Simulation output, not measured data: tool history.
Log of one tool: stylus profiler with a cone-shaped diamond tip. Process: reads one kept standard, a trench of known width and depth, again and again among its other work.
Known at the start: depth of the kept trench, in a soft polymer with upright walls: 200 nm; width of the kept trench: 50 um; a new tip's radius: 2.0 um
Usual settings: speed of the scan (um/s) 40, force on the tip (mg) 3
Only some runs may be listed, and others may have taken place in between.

run   hour  speed of the scan (um/s)  force on the tip (mg)  depth of the trench (angstrom)  width of the trench's floor (um)
  1      0                        40                      3                          2031.8                             47.61
  2   70.7                        40                   4.22                          2036.8                             47.67
  3  120.3                        40                   4.22                          2036.4                             47.64
  4    214                        40                   4.22                          2037.7                             47.63
     275.4  -- height scale calibrated on a step standard
  5  303.9                        40                      3                          2036.6                             47.52
  6  349.4                        27                   4.03                          2042.5                             47.61
  7  426.6                        27                   4.03                          2041.1                             47.64
  8  498.6                       154                   1.27                          2030.5                             46.38
  9  574.3                        40                   1.02                          2029.8                             47.37
 10    636                        40                   1.02                          2029.4                             47.32

Some steps in depth of the trench (angstrom), run to run, broken into two amounts with sign: the step expected even without the hidden condition (settings, incoming material, random variation), and the rest, left for the hidden condition together with whatever gauge scatter is not in both the measured and the hidden-condition-free result:
Hidden state at play: radius of the tip, um; height scale over the true one, %; drift of the gauge itself on depth_nm, %; drift of the gauge itself on floor_um, %.
Run 4 -> 5: force on the tip (mg) 4.22 -> 3, height scale calibrated on a step standard. depth of the trench (angstrom) -1.1: hidden state +4, all else -5.1.
Run 7 -> 8: speed of the scan (um/s) 27 -> 154, force on the tip (mg) 4.03 -> 1.27. depth of the trench (angstrom) -10.6: hidden state +0.5, all else -11.1.

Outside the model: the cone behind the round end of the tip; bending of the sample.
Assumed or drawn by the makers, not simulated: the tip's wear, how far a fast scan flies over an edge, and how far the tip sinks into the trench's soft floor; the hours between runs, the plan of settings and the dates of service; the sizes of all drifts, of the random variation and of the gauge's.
